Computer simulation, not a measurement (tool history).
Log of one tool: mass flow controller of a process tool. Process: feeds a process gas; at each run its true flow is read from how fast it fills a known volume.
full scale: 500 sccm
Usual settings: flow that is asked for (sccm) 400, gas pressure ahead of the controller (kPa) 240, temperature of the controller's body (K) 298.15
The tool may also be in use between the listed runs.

run	hour	flow that is asked for (sccm)	gas pressure ahead of the controller (kPa)	temperature of the controller's body (K)	true flow (%)
1	0.0	400	240	298.15	99.47
2	35.8	400	238	298.15	99.58
3	78.4	400	238	298.15	99.42
4	122.4	400	238	298.15	99.60
5	197.3	160	240	298.15	99.82
6	272.3	379	240	298.15	99.52
7	316.9	379	240	298.15	99.43
8	358.2	400	240	298.15	99.49
9	434.5	400	240	298.15	99.57
10	482.7	400	240	294.15	99.75
11	550.1	400	240	298.15	99.40
12	618.5	400	240	295.15	99.71
13	691.8	400	240	295.15	99.81
14	749.0	239	240	295.15	99.85
15	796.4	239	240	295.15	99.85
16	834.1	239	240	295.15	99.94
17	900.0	69	240	298.15	102.48
18	940.4	69	240	298.15	102.48
19	1011.4	69	240	298.15	102.48
20	1049.5	400	261	298.15	99.41
21	1104.8	91	261	298.15	101.53
22	1141.9	91	261	298.15	101.42
23	1184.3	97	261	298.15	101.40
24	1260.2	400	270	306.15	98.74
25	1296.6	166	199	301.15	100.38
26	1375.7	485	151	308.15	99.57
27	1450.6	485	151	308.15	99.45
28	1505.6	65	204	305.15	103.26
29	1544.6	54	181	296.15	105.25
# hour 1550.6: controller's zero set anew
30	1603.6	400	198	305.15	100.04
31	1660.2	121	240	300.15	103.07
32	1720.7	129	251	302.15	102.68
33	1783.1	55	144	303.15	110.00
34	1846.8	55	144	303.15	110.07
# hour 1920.8: controller's zero set anew, once more
35	1921.7	187	148	303.15	98.40
36	1993.1	93	206	303.15	97.80
37	2043.2	81	233	298.15	98.02
38	2091.7	70	157	308.15	97.81
39	2166.5	70	157	308.15	98.06
40	2230.1	70	157	308.15	98.23
41	2278.4	147	240	305.15	97.69
42	2342.4	191	220	298.15	98.55
43	2423.3	400	223	298.15	98.97
44	2501.0	55	259	299.15	98.70
45	2570.7	55	224	299.15	99.04
46	2634.9	55	224	299.15	99.01

Measured less the same run without the tool's hidden state. The same run-to-run variation is in both; the gauge's scatter may not be:
The hidden state here: flow at rest that the sensor doesn't see, % of full scale; true flow over the shown one, %; drift of the gauge itself on true_pct, %.
run	true flow (%)
1	+0.03
2	+0.03
3	+0.04
4	+0.04
5	+0.93
6	+0.09
7	+0.10
8	+0.06
9	+0.07
10	+0.08
11	+0.08
12	+0.09
13	+0.09
14	+0.59
15	+0.61
16	+0.62
17	+3.80
18	+3.87
19	+3.96
20	+0.13
21	+2.93
22	+2.96
23	+2.77
24	+0.16
25	+1.39
26	+0.01
27	+0.01
28	+4.95
29	+6.18
30	+0.82
31	+4.51
32	+4.23
33	+11.09
34	+11.17
35	-0.79
36	-0.70
37	-0.62
38	-0.53
39	-0.44
40	-0.35
41	-0.59
42	-0.63
43	-0.75
44	+0.26
45	+0.37
46	+0.49
